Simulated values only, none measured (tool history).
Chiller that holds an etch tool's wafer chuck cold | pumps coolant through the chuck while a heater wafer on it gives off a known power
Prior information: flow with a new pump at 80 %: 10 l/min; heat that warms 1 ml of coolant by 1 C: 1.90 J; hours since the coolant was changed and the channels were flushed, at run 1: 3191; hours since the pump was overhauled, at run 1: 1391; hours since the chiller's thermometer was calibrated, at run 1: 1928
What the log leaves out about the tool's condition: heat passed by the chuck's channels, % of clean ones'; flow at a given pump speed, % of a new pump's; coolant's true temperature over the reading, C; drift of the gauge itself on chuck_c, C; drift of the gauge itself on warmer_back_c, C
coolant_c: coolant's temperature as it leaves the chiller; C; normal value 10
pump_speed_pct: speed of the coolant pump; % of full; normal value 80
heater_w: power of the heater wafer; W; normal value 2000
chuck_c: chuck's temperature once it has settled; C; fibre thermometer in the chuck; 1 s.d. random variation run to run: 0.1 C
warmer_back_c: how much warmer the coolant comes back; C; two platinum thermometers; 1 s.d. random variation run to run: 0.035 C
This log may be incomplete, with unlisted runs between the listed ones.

run	hour	coolant_c	pump_speed_pct	heater_w	hours since the coolant was changed and the channels were flushed	hours since the pump was overhauled	hours since the chiller's thermometer was calibrated	chuck_c	warmer_back_c
1	0.0	10	80	2000	3191	1391	1928	23.7	6.27
2	166.9	6	80	2000	3358	1558	2095	19.7	6.33
3	321.1	16	80	2000	3512	1712	2249	29.7	6.38
4	434.8	16	80	2000	3626	1826	2362	29.8	6.35
5	508.8	10	80	2000	3700	1900	2436	23.8	6.31
6	642.2	1	80	2000	3833	2033	2570	14.8	6.38
7	748.4	10	80	1843	3939	2139	2676	22.8	5.89
8	842.6	10	80	1843	4033	2234	2770	22.4	5.82
9	923.7	10	80	2000	4115	2315	2851	23.7	6.36
10	1075.6	10	80	1246	4266	2467	3003	18.4	3.98
11	1191.2	10	80	1595	4382	2582	3119	20.8	5.15
12	1327.2	10	80	1595	4518	2718	3255	20.9	5.14
13	1398.6	10	80	2000	4589	2790	3326	23.6	6.47
14	1477.8	10	80	2000	4669	2869	3405	23.9	6.46
15	1635.6	10	80	2000	4826	3027	3563	23.8	6.47
16	1725.8	10	80	2000	4917	3117	3653	23.6	6.44
17	1852.3	9	78	2000	5043	3243	3780	23.0	6.66
18	1987.8	15	69	2000	5179	3379	3916	30.1	7.50
19	2082.8	12	69	2000	5274	3474	4010	27.0	7.58
20	2248.4	12	69	2000	5439	3640	4176	26.9	7.52
21	2398.0	4	95	2495	5589	3789	4326	19.6	6.88
22	2559.4	14	63	1004	5750	3951	4487	21.8	4.27
23	2701.3	14	63	1004	5892	4092	4629	21.9	4.27
24	2824.8	14	63	1004	6016	4216	4752	22.0	4.35
# hour 2926.7: chiller's thermometer calibrated
25	2978.9	17	80	2162	6169	4369	52	31.8	7.12
26	3120.8	18	80	2162	6311	4511	194	32.8	7.18
27	3188.9	1	93	1369	6379	4579	262	9.6	4.07
28	3347.1	12	80	1600	6537	4737	420	23.0	5.40
29	3475.3	12	80	1600	6665	4865	549	23.0	5.34
# hour 3511.3: coolant changed, channels flushed
30	3581.2	12	80	1600	70	4965	649	23.0	5.41
31	3672.0	12	80	1600	161	5056	739	23.1	5.42
32	3796.9	15	65	2225	286	5181	864	32.4	9.05

Alternative continuations, all from the tool just after run 32; predict every row:
A	3936.9	12	80	2602	426	5321	1004	?	?
B	3936.9	2	80	1049	426	5321	1004	?	?
C	3936.9	13	87	1545	426	5321	1004	?	?
D	3936.9	2	96	2420	426	5321	1004	?	?

run	chuck_c	warmer_back_c
A	29.9	8.59
B	9.2	3.66
C	23.2	4.93
D	16.8	6.64
The same runs, with their run-to-run variation unchanged, on a tool lacking any hidden condition would have given:
run	chuck_c	warmer_back_c
A	29.9	8.20
B	9.2	3.28
C	23.1	4.54
D	16.8	6.25
